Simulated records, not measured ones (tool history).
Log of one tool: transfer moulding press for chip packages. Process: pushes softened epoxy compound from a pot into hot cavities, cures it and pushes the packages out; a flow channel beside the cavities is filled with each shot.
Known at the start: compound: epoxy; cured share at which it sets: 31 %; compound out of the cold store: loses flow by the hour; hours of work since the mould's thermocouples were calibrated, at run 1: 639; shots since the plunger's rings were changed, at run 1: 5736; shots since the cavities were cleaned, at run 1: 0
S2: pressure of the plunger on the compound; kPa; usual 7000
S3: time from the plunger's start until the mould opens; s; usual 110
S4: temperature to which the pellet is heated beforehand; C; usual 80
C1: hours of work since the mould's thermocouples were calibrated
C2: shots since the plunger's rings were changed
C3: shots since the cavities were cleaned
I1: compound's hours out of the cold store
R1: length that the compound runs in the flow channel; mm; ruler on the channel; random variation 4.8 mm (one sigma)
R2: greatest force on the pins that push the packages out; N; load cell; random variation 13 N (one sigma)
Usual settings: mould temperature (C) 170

Run 1, hour 0: usual settings; C1 639; C2 5736; C3 0; I1 30.5. Result: R1 784 mm, R2 666 N.
Run 2, hour 16: usual settings; C1 651; C2 5948; C3 212; I1 9.1. Result: R1 897 mm, R2 822 N.
At hour 35.2: plunger's sealing rings changed.
Run 3, hour 36.8: usual settings; C1 666; C2 22; C3 455; I1 45.2. Result: R1 757 mm, R2 814 N.
Run 4, hour 55.9: usual settings; C1 681; C2 275; C3 708; I1 42.6. Result: R1 763 mm, R2 917 N.
Run 5, hour 67: usual settings but S4 72 C; C1 689; C2 421; C3 854; I1 43.6. Result: R1 759 mm, R2 915 N.
At hour 84.7: cavities cleaned with cleaning compound and waxed.
Run 6, hour 84.7: usual settings but S2 5520 kPa; C1 702; C2 635; C3 0; I1 43.3. Result: R1 673 mm, R2 643 N.
Run 7, hour 100.1: usual settings but S2 5520 kPa; C1 714; C2 839; C3 204; I1 16.5. Result: R1 786 mm, R2 802 N.
Run 8, hour 113.6: usual settings but mould temperature (C) 167; C1 725; C2 1017; C3 382; I1 9.7. Result: R1 919 mm, R2 1132 N.
Run 9, hour 129.4: usual settings but mould temperature (C) 167; C1 737; C2 1227; C3 592; I1 21. Result: R1 860 mm, R2 1206 N.
Run 10, hour 150.7: usual settings but S3 134 s; C1 754; C2 1508; C3 873; I1 10.8. Result: R1 902 mm, R2 717 N.
Run 11, hour 163.3: usual settings; C1 764; C2 1675; C3 1040; I1 39.8. Result: R1 768 mm, R2 986 N.
At hour 166.6: mould's thermocouples calibrated.
At hour 170.2: cavities cleaned with cleaning compound and waxed.
Run 12, hour 178: usual settings; C1 8; C2 1824; C3 104; I1 45.7. Result: R1 745 mm, R2 739 N.
Run 13, hour 196.3: usual settings; C1 22; C2 2065; C3 345; I1 29.1. Result: R1 815 mm, R2 917 N.
Run 14, hour 216.8: usual settings; C1 38; C2 2336; C3 616; I1 8.8. Result: R1 904 mm, R2 1062 N.
Run 15, hour 236.1: usual settings but mould temperature (C) 172, S2 6240 kPa; C1 53; C2 2593; C3 873; I1 20.7. Result: R1 805 mm, R2 920 N.
At hour 244.5: mould's thermocouples calibrated, once more.
Run 16, hour 248: usual settings but mould temperature (C) 171, S2 6440 kPa; C1 3; C2 2723; C3 1003; I1 10.5. Result: R1 839 mm, R2 902 N.
At hour 256: cavities cleaned with cleaning compound and waxed.
Run 17, hour 271.5: usual settings but S2 5720 kPa, S3 116 s; C1 20; C2 3014; C3 205; I1 10.9. Result: R1 801 mm, R2 693 N.
Run 18, hour 282.1: usual settings but S2 5930 kPa, S3 143 s, S4 84 C; C1 28; C2 3155; C3 346; I1 27.8. Result: R1 752 mm, R2 556 N.
Run 19, hour 303.5: usual settings but S2 5930 kPa, S3 143 s, S4 84 C; C1 45; C2 3438; C3 629; I1 18.3. Result: R1 786 mm, R2 598 N.
Run 20, hour 313.1: usual settings but S2 5930 kPa, S3 117 s, S4 84 C; C1 53; C2 3564; C3 755; I1 17.9. Result: R1 776 mm, R2 730 N.
Run 21, hour 334.4: usual settings but mould temperature (C) 176, S2 6540 kPa, S3 111 s, S4 82 C; C1 69; C2 3847; C3 1038; I1 11.1. Result: R1 825 mm, R2 670 N.
At hour 338.7: cavities cleaned with cleaning compound and waxed.
Run 22, hour 350.2: usual settings but mould temperature (C) 176, S2 6540 kPa, S3 111 s, S4 82 C; C1 80; C2 4035; C3 152; I1 8.8. Result: R1 829 mm, R2 530 N.
Run 23, hour 365.5: usual settings but mould temperature (C) 164, S3 92 s, S4 78 C; C1 92; C2 4238; C3 355; I1 20.7. Result: R1 853 mm, R2 1853 N.
Run 24, hour 380: usual settings but mould temperature (C) 173, S2 5520 kPa, S3 99 s; C1 104; C2 4430; C3 547; I1 17.8. Result: R1 739 mm, R2 837 N.
Run 25, hour 399: usual settings but mould temperature (C) 162, S2 6280 kPa, S3 132 s, S4 72 C; C1 119; C2 4681; C3 798; I1 29. Result: R1 788 mm, R2 1041 N.
Run 26, hour 414: usual settings but mould temperature (C) 162, S2 6280 kPa, S3 132 s, S4 72 C; C1 131; C2 4880; C3 997; I1 42.9. Result: R1 722 mm, R2 1008 N.
At hour 422.7: cavities cleaned with cleaning compound and waxed.
Run 27, hour 435.5: usual settings but mould temperature (C) 166, S2 5290 kPa, S3 94 s, S4 79 C; C1 146; C2 5145; C3 171; I1 22.4. Result: R1 716 mm, R2 1361 N.

Measured less the same run without the tool's hidden state. The same run-to-run variation is in both; the gauge's scatter may not be:
The hidden state here: true mould temperature over the reading, C; pressure that reaches the compound, % of what is set; grip of the stained cavities, % over clean ones'; drift of the gauge itself on flow_mm, %; drift of the gauge itself on push_out_n, %.
run   R1    R2
  1  -26   +73
  2  -31  +200
  3   +5  +247
  4   +4  +327
  5   +4  +345
  6   +2   +77
  7   +1  +190
  8   +2  +352
  9   +0  +428
 10   -1  +252
 11   -2  +391
 12   -1  +163
 13   -2  +296
 14   -3  +422
 15   -4  +376
 16  -17  +292
 17  -17   +95
 18  -17  +109
 19  -19  +163
 20  -20  +220
 21  -23  +224
 22  -23   +62
 23  -25  +381
 24  -23  +219
 25  -26  +322
 26  -25  +338
 27  -26  +195
